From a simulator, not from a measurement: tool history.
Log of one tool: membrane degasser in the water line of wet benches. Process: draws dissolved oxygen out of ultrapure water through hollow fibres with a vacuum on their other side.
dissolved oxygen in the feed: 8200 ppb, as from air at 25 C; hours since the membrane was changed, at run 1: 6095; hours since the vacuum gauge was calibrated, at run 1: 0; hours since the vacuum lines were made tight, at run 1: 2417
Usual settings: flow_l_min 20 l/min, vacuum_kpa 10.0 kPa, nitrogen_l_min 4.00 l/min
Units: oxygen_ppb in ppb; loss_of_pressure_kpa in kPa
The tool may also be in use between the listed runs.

| run | day | flow_l_min | vacuum_kpa | nitrogen_l_min | hours since the membrane was changed | hours since the vacuum gauge was calibrated | hours since the vacuum lines were made tight | oxygen_ppb | loss_of_pressure_kpa |
|---|---|---|---|---|---|---|---|---|---|
| 1 | 0.000 | 20 | 10.0 | 4.00 | 6095 | 0 | 2417 | 245.8 | 49.22 |
| 2 | 9.733 | 20 | 10.0 | 4.00 | 6329 | 234 | 2650 | 248.5 | 48.78 |
| 3 | 18.488 | 20 | 10.0 | 4.00 | 6539 | 444 | 2861 | 246.0 | 49.40 |
| 4 | 24.708 | 27 | 10.0 | 4.00 | 6688 | 593 | 3010 | 391.0 | 66.28 |
| 5 | 35.608 | 27 | 10.0 | 4.00 | 6950 | 855 | 3271 | 397.2 | 66.23 |
| 6 | 46.333 | 27 | 10.0 | 4.00 | 7208 | 1112 | 3529 | 393.0 | 66.49 |
| 7 | 52.596 | 20 | 10.0 | 2.58 | 7358 | 1262 | 3679 | 285.5 | 49.28 |
| 8 | 58.021 | 20 | 10.0 | 6.37 | 7488 | 1393 | 3809 | 215.0 | 49.46 |
| 9 | 63.238 | 20 | 10.0 | 6.37 | 7613 | 1518 | 3935 | 219.5 | 49.52 |
| 10 | 71.871 | 20 | 10.0 | 4.00 | 7820 | 1725 | 4142 | 241.5 | 49.03 |
| 11 | 77.125 | 20 | 10.0 | 4.00 | 7946 | 1851 | 4268 | 245.6 | 49.45 |
| 12 | 83.838 | 20 | 10.0 | 4.00 | 8108 | 2012 | 4429 | 241.9 | 49.01 |
| 13 | 95.608 | 20 | 10.0 | 4.00 | 8390 | 2295 | 4711 | 245.4 | 49.29 |
| 14 | 101.496 | 20 | 10.0 | 4.00 | 8531 | 2436 | 4853 | 244.4 | 49.24 |
| 15 | 111.492 | 20 | 10.0 | 4.00 | 8771 | 2676 | 5093 | 244.1 | 49.55 |
| 16 | 117.054 | 20 | 10.0 | 4.00 | 8905 | 2809 | 5226 | 244.2 | 49.87 |
| 17 | 124.633 | 16 | 10.0 | 4.00 | 9087 | 2991 | 5408 | 167.4 | 39.48 |
| 18 | 131.329 | 20 | 8.7 | 4.00 | 9247 | 3152 | 5569 | 229.0 | 49.60 |
| 19 | 143.254 | 20 | 19.7 | 3.96 | 9534 | 3438 | 5855 | 353.6 | 49.53 |
| 20 | 149.838 | 20 | 19.7 | 3.96 | 9692 | 3596 | 6013 | 354.6 | 49.23 |
| 21 | 154.721 | 20 | 19.7 | 3.96 | 9809 | 3713 | 6130 | 360.5 | 49.34 |
| 22 | 165.175 | 22 | 18.8 | 3.96 | 10060 | 3964 | 6381 | 397.7 | 54.85 |
| 23 | 170.500 | 13 | 6.8 | 8.00 | 10187 | 4092 | 6509 | 76.5 | 32.00 |
|  | 174.129 | vacuum gauge calibrated |
| 24 | 177.575 | 13 | 6.8 | 8.00 | 10357 | 83 | 6678 | 77.0 | 31.96 |
| 25 | 188.175 | 27 | 6.6 | 4.99 | 10611 | 337 | 6933 | 337.2 | 67.19 |
| 26 | 193.442 | 14 | 6.6 | 7.43 | 10738 | 463 | 7059 | 90.0 | 34.76 |
| 27 | 198.308 | 13 | 18.3 | 7.34 | 10854 | 580 | 7176 | 128.2 | 32.43 |
|  | 202.271 | seals of the vacuum lines changed |
|  | 204.700 | membrane cartridge changed |
| 28 | 205.321 | 26 | 8.5 | 2.20 | 15 | 743 | 69 | 409.0 | 64.02 |
| 29 | 213.317 | 20 | 6.9 | 1.78 | 207 | 935 | 261 | 261.2 | 49.58 |
| 30 | 219.808 | 20 | 6.9 | 1.78 | 363 | 1090 | 417 | 257.3 | 49.56 |
| 31 | 228.242 | 14 | 13.2 | 7.18 | 565 | 1293 | 619 | 121.6 | 35.07 |
| 32 | 233.417 | 24 | 13.2 | 7.18 | 689 | 1417 | 744 | 313.3 | 59.75 |
| 33 | 242.092 | 24 | 13.2 | 7.18 | 897 | 1625 | 952 | 315.7 | 59.73 |

3 ways to go on from here, each from the tool as it stands after run 33. What would each give?
| A | 247.775 | 29 | 13.2 | 8.76 | 1034 | 1762 | 1088 | ? | ? |
| B | 247.775 | 20 | 18.3 | 2.03 | 1034 | 1762 | 1088 | ? | ? |
| C | 247.775 | 16 | 10.0 | 4.00 | 1034 | 1762 | 1088 | ? | ? |

| run | oxygen_ppb | loss_of_pressure_kpa |
|---|---|---|
| A | 411.6 | 71.81 |
| B | 489.9 | 50.13 |
| C | 167.1 | 40.25 |
Without the tool's hidden state the same runs would have given:
| run | oxygen_ppb | loss_of_pressure_kpa |
|---|---|---|
| A | 411.5 | 70.64 |
| B | 489.8 | 49.32 |
| C | 167.1 | 39.60 |

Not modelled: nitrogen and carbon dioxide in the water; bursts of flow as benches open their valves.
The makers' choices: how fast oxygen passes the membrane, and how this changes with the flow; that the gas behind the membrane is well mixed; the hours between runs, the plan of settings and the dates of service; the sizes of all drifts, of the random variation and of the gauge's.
